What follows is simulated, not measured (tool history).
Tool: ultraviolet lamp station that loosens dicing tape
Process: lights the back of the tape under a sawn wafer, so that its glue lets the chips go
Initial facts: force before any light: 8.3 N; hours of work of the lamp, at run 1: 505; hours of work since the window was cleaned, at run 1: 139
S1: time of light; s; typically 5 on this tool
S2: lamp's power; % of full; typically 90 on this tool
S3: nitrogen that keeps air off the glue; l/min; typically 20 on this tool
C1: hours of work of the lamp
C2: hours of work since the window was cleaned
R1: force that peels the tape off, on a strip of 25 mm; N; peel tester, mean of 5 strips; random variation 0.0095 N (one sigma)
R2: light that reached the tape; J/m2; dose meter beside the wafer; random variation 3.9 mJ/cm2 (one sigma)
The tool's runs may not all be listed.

run   hour  S1   S2  S3   C1   C2     R1    R2
  1    0.0   5   90  20  505  139  0.524  5770
  2   15.6   8   90  20  514  148  0.285  9170
  3   40.0   8   90  20  529  162  0.287  9140
  4   56.2   8   90  20  538  172  0.288  9100
  5   75.5   8   90  20  550  183  0.278  9090
  6   92.5   5   90  20  560  193  0.533  5630
  7  109.4   7   90  20  570  203  0.335  7900
  8  125.2   7   90  20  579  213  0.337  7900
  9  144.6   7   90  20  591  224  0.325  7830
 10  168.8   5   90  20  605  239  0.560  5570
 11  184.0   5   84  20  614  247  0.659  5220
 12  203.8   5   89  20  626  259  0.558  5450
 13  227.8   5   89  20  640  273  0.568  5450
 14  254.8   5   90  20  656  289  0.592  5430
 15  267.1   5   90  20  663  297  0.584  5530
 16  293.7   5  100  26  679  312  0.422  5940
 17  309.1   3  100  26  688  322  1.069  3590
 18  333.4   3  100  26  702  336  1.107  3570
 19  353.7   3  100  26  714  348  1.134  3550
 20  377.3   5   65  20  728  362  1.162  3830
 21  388.5   5   65  20  735  369  1.102  3850
 22  411.8   5   65  20  749  382  1.145  3840
 23  427.9   5   65  20  758  392  1.110  3780
 24  454.7   5   65   8  774  408  1.920  3790
 25  468.5   5   92   8  782  416  1.181  5330
 26  480.1   6   69  11  789  423  1.142  4780
 27  493.9   2   89  24  797  431  2.557  2010
 28  520.5   2   89  24  813  447  2.566  2020
 29  534.5   2   74  24  821  455  3.105  1680

Some steps in R1 between neighbouring runs. How much of each would the tool show without its hidden state too (settings, what came in, random variation), and how much is left for the hidden state, with any gauge scatter that isn't in both results?
What the log doesn't record here: lamp's light, % of a new lamp's; light that the window lets through, % of a clean one's; drift of the gauge itself on peel_n, %; drift of the gauge itself on dose_mj_cm2, %.
Run 16 -> 17: S1 5 -> 3. R1 +0.647 N: hidden state +0.245, all else +0.402.
Run 23 -> 24: S3 20 -> 8. R1 +0.810 N: hidden state +0.201, all else +0.609.
Run 26 -> 27: S1 6 -> 2, S2 69 -> 89, S3 11 -> 24. R1 +1.415 N: hidden state +0.299, all else +1.116.
